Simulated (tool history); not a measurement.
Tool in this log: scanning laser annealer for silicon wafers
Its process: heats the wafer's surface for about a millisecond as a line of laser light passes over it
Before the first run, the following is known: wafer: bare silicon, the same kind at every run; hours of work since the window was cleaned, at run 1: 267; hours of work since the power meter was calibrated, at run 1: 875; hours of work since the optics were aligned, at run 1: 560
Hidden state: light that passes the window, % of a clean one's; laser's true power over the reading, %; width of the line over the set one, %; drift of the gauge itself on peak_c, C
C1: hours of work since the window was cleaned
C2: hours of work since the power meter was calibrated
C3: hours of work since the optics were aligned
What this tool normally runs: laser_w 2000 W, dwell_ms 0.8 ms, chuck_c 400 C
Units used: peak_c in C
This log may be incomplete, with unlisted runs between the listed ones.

run 1 hour=0 | laser_w=2000 dwell_ms=0.8 chuck_c=400 | C1=267 C2=875 C3=560 | peak_c=1118
run 2 hour=42.9 | laser_w=2000 dwell_ms=0.8 chuck_c=400 | C1=294 C2=902 C3=586 | peak_c=1114
run 3 hour=77.4 | laser_w=2000 dwell_ms=0.8 chuck_c=400 | C1=315 C2=923 C3=608 | peak_c=1116
run 4 hour=126.4 | laser_w=2000 dwell_ms=0.8 chuck_c=379 | C1=346 C2=954 C3=638 | peak_c=1099
-- hour=175.6 window over the wafer cleaned
run 5 hour=185.1 | laser_w=2000 dwell_ms=0.8 chuck_c=384 | C1=6 C2=989 C3=674 | peak_c=1101
run 6 hour=226.4 | laser_w=2000 dwell_ms=0.8 chuck_c=379 | C1=32 C2=1015 C3=699 | peak_c=1095
run 7 hour=267.3 | laser_w=2000 dwell_ms=0.8 chuck_c=379 | C1=57 C2=1040 C3=725 | peak_c=1098
run 8 hour=317 | laser_w=2000 dwell_ms=0.702 chuck_c=361 | C1=88 C2=1071 C3=756 | peak_c=1041
run 9 hour=345.1 | laser_w=2000 dwell_ms=0.811 chuck_c=414 | C1=106 C2=1089 C3=773 | peak_c=1137
run 10 hour=394.9 | laser_w=1991 dwell_ms=0.914 chuck_c=408 | C1=137 C2=1120 C3=805 | peak_c=1162
run 11 hour=427 | laser_w=2178 dwell_ms=0.914 chuck_c=408 | C1=157 C2=1140 C3=825 | peak_c=1239
run 12 hour=483.8 | laser_w=1842 dwell_ms=0.8 chuck_c=407 | C1=192 C2=1175 C3=860 | peak_c=1068
run 13 hour=513.4 | laser_w=1842 dwell_ms=0.624 chuck_c=378 | C1=211 C2=1194 C3=878 | peak_c=968

Entry by entry between the runs, the difference in hidden state between the last listed run before and the first listed run after:
From run 4 to run 5: window over the wafer cleaned (hour 175.6)
  light that passes the window, % of a clean one's: 99.9 -> 100

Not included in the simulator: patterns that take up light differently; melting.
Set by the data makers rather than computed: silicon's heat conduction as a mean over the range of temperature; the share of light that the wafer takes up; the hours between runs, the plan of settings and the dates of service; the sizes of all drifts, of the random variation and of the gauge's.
